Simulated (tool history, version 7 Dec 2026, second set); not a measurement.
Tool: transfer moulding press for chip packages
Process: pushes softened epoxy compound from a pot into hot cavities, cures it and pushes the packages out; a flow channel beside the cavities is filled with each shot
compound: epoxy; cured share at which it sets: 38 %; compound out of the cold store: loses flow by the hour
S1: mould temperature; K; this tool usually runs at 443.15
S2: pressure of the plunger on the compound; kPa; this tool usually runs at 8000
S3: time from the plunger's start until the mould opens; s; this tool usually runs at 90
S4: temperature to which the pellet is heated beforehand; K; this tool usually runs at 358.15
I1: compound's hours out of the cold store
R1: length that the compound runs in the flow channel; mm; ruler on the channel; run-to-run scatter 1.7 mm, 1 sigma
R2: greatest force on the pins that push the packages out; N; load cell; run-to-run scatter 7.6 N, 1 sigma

run 1 day=0.000 | S1=443.15 S2=8000 S3=90 S4=358.15 | I1=9.5 | R1=691 R2=382
run 2 day=1.292 | S1=450.15 S2=8000 S3=90 S4=358.15 | I1=13.6 | R1=660 R2=506
run 3 day=2.238 | S1=450.15 S2=8000 S3=90 S4=367.15 | I1=22.1 | R1=652 R2=389
run 4 day=3.538 | S1=450.15 S2=8000 S3=90 S4=367.15 | I1=17.7 | R1=664 R2=526
run 5 day=4.925 | S1=450.15 S2=8000 S3=90 S4=356.15 | I1=31.9 | R1=612 R2=458
run 6 day=6.092 | S1=443.15 S2=8000 S3=90 S4=349.15 | I1=19.2 | R1=666 R2=366
run 7 day=7.117 | S1=443.15 S2=8000 S3=90 S4=359.15 | I1=22.2 | R1=650 R2=510
run 8 day=8.071 | S1=443.15 S2=8000 S3=90 S4=359.15 | I1=24.5 | R1=640 R2=354
run 9 day=8.925 | S1=443.15 S2=8000 S3=90 S4=359.15 | I1=12.8 | R1=679 R2=486
run 10 day=10.079 | S1=443.15 S2=8000 S3=90 S4=359.15 | I1=18.7 | R1=652 R2=360
run 11 day=11.304 | S1=443.15 S2=8000 S3=108 S4=358.15 | I1=38.8 | R1=614 R2=478
run 12 day=12.167 | S1=443.15 S2=8000 S3=108 S4=358.15 | I1=24.1 | R1=660 R2=328
run 13 day=13.125 | S1=443.15 S2=8000 S3=108 S4=358.15 | I1=41.2 | R1=602 R2=471
run 14 day=14.638 | S1=443.15 S2=8000 S3=108 S4=367.15 | I1=38.0 | R1=604 R2=418
run 15 day=15.458 | S1=441.15 S2=8000 S3=71 S4=367.15 | I1=14.1 | R1=687 R2=726
run 16 day=16.967 | S1=443.15 S2=7100 S3=90 S4=364.15 | I1=38.3 | R1=564 R2=484
run 17 day=18.029 | S1=443.15 S2=7100 S3=90 S4=364.15 | I1=41.2 | R1=552 R2=334
run 18 day=19.346 | S1=443.15 S2=8000 S3=73 S4=358.15 | I1=11.7 | R1=705 R2=619
run 19 day=20.654 | S1=443.15 S2=7100 S3=73 S4=364.15 | I1=42.5 | R1=566 R2=521
run 20 day=21.500 | S1=443.15 S2=8000 S3=118 S4=352.15 | I1=10.6 | R1=702 R2=513
run 21 day=22.929 | S1=442.15 S2=8000 S3=82 S4=365.15 | I1=18.7 | R1=669 R2=488
run 22 day=24.350 | S1=442.15 S2=6950 S3=82 S4=351.15 | I1=16.5 | R1=624 R2=429
run 23 day=25.400 | S1=442.15 S2=6950 S3=82 S4=351.15 | I1=43.2 | R1=542 R2=532
run 24 day=26.788 | S1=439.15 S2=8000 S3=92 S4=358.15 | I1=11.1 | R1=724 R2=476
run 25 day=27.500 | S1=446.15 S2=7460 S3=90 S4=358.15 | I1=33.0 | R1=606 R2=513
run 26 day=28.750 | S1=446.15 S2=7460 S3=90 S4=358.15 | I1=23.4 | R1=629 R2=436
run 27 day=29.833 | S1=446.15 S2=7460 S3=90 S4=358.15 | I1=40.1 | R1=578 R2=529
run 28 day=31.338 | S1=443.15 S2=7520 S3=90 S4=358.15 | I1=11.6 | R1=668 R2=511

Removed from this log: 20 entries logged between the listed runs. Between which two listed runs does each belong, and how does the tool's hidden state at the listed run before it compare with that at the listed run after it?
Between runs 2 and 3: cavities cleaned with cleaning compound and waxed (day 1.846); plunger's sealing rings changed (day 2.146)
  true mould temperature over the reading, C: 0.77 -> 0.8; pressure that reaches the compound, % of what is set: 92.59 -> 99.35; grip of the stained cavities, % over clean ones': 63.5 -> 20.6
  measured less the result without the state, R1: -27 -> -4 mm; R2: +195 -> +65 N
Between runs 4 and 5: cavities cleaned with cleaning compound and waxed (day 3.925)
  true mould temperature over the reading, C: 0.84 -> 0.88; pressure that reaches the compound, % of what is set: 98.11 -> 96.77; grip of the stained cavities, % over clean ones': 64.1 -> 50.4
  measured less the result without the state, R1: -8 -> -12 mm; R2: +206 -> +154 N
Between runs 5 and 6: cavities cleaned with cleaning compound and waxed (day 5.908)
  true mould temperature over the reading, C: 0.88 -> 0.92; pressure that reaches the compound, % of what is set: 96.77 -> 95.66; grip of the stained cavities, % over clean ones': 50.4 -> 11.8
  measured less the result without the state, R1: -12 -> -18 mm; R2: +154 -> +34 N
Between runs 7 and 8: cavities cleaned with cleaning compound and waxed (day 7.904)
  true mould temperature over the reading, C: 0.95 -> 0.98; pressure that reaches the compound, % of what is set: 94.6 -> 93.71; grip of the stained cavities, % over clean ones': 57.2 -> 11.4
  measured less the result without the state, R1: -21 -> -23 mm; R2: +181 -> +32 N
Between runs 9 and 10: cavities cleaned with cleaning compound and waxed (day 9.933)
  true mould temperature over the reading, C: 1.01 -> 1.04; pressure that reaches the compound, % of what is set: 92.84 -> 91.65; grip of the stained cavities, % over clean ones': 50.4 -> 11.4
  measured less the result without the state, R1: -28 -> -31 mm; R2: +158 -> +32 N
Between runs 10 and 11: plunger's sealing rings changed (day 10.312); mould's thermocouples calibrated (day 10.671)
  true mould temperature over the reading, C: 1.04 -> -0.13; pressure that reaches the compound, % of what is set: 91.65 -> 98.84; grip of the stained cavities, % over clean ones': 11.4 -> 54.8
  measured less the result without the state, R1: -31 -> -4 mm; R2: +32 -> +171 N
Between runs 11 and 12: cavities cleaned with cleaning compound and waxed (day 12.092)
  true mould temperature over the reading, C: -0.13 -> -0.1; pressure that reaches the compound, % of what is set: 98.84 -> 98.02; grip of the stained cavities, % over clean ones': 54.8 -> 6.5
  measured less the result without the state, R1: -4 -> -7 mm; R2: +171 -> +20 N
Between runs 13 and 14: cavities cleaned with cleaning compound and waxed (day 14.042)
  true mould temperature over the reading, C: -0.07 -> -0.03; pressure that reaches the compound, % of what is set: 97.11 -> 95.58; grip of the stained cavities, % over clean ones': 53 -> 34.5
  measured less the result without the state, R1: -9 -> -14 mm; R2: +162 -> +106 N
Between runs 15 and 16: cavities cleaned with cleaning compound and waxed (day 16.000)
  true mould temperature over the reading, C: 0 -> 0.04; pressure that reaches the compound, % of what is set: 94.76 -> 93.18; grip of the stained cavities, % over clean ones': 61.2 -> 51
  measured less the result without the state, R1: -18 -> -20 mm; R2: +274 -> +166 N
Between runs 16 and 17: cavities cleaned with cleaning compound and waxed (day 17.996)
  true mould temperature over the reading, C: 0.04 -> 0.08; pressure that reaches the compound, % of what is set: 93.18 -> 92.25; grip of the stained cavities, % over clean ones': 51 -> 3
  measured less the result without the state, R1: -20 -> -23 mm; R2: +166 -> +10 N
Between runs 17 and 18: plunger's sealing rings changed (day 18.562)
  true mould temperature over the reading, C: 0.08 -> 0.11; pressure that reaches the compound, % of what is set: 92.25 -> 98.74; grip of the stained cavities, % over clean ones': 3 -> 58.2
  measured less the result without the state, R1: -23 -> -4 mm; R2: +10 -> +224 N
Between runs 18 and 19: cavities cleaned with cleaning compound and waxed (day 20.112)
  true mould temperature over the reading, C: 0.11 -> 0.15; pressure that reaches the compound, % of what is set: 98.74 -> 97.35; grip of the stained cavities, % over clean ones': 58.2 -> 36.9
  measured less the result without the state, R1: -4 -> -8 mm; R2: +224 -> +138 N
Between runs 20 and 21: cavities cleaned with cleaning compound and waxed (day 22.092)
  true mould temperature over the reading, C: 0.18 -> 0.22; pressure that reaches the compound, % of what is set: 96.57 -> 95.14; grip of the stained cavities, % over clean ones': 62.3 -> 44.5
  measured less the result without the state, R1: -13 -> -17 mm; R2: +195 -> +150 N
Between runs 21 and 22: cavities cleaned with cleaning compound and waxed (day 24.096)
  true mould temperature over the reading, C: 0.22 -> 0.26; pressure that reaches the compound, % of what is set: 95.14 -> 93.77; grip of the stained cavities, % over clean ones': 44.5 -> 18.5
  measured less the result without the state, R1: -17 -> -21 mm; R2: +150 -> +63 N
Between runs 23 and 24: cavities cleaned with cleaning compound and waxed (day 26.088); plunger's sealing rings changed (day 26.758)
  true mould temperature over the reading, C: 0.3 -> 0.33; pressure that reaches the compound, % of what is set: 92.66 -> 99.64; grip of the stained cavities, % over clean ones': 59.3 -> 37.7
  measured less the result without the state, R1: -22 -> -2 mm; R2: +198 -> +128 N
Between runs 25 and 26: cavities cleaned with cleaning compound and waxed (day 28.138)
  true mould temperature over the reading, C: 0.35 -> 0.39; pressure that reaches the compound, % of what is set: 98.89 -> 97.65; grip of the stained cavities, % over clean ones': 60.7 -> 37.9
  measured less the result without the state, R1: -4 -> -8 mm; R2: +192 -> +121 N
Between runs 27 and 28: cavities cleaned with cleaning compound and waxed (day 30.096)
  true mould temperature over the reading, C: 0.43 -> 0.48; pressure that reaches the compound, % of what is set: 96.55 -> 95.16; grip of the stained cavities, % over clean ones': 67.2 -> 56.7
  measured less the result without the state, R1: -11 -> -18 mm; R2: +210 -> +184 N

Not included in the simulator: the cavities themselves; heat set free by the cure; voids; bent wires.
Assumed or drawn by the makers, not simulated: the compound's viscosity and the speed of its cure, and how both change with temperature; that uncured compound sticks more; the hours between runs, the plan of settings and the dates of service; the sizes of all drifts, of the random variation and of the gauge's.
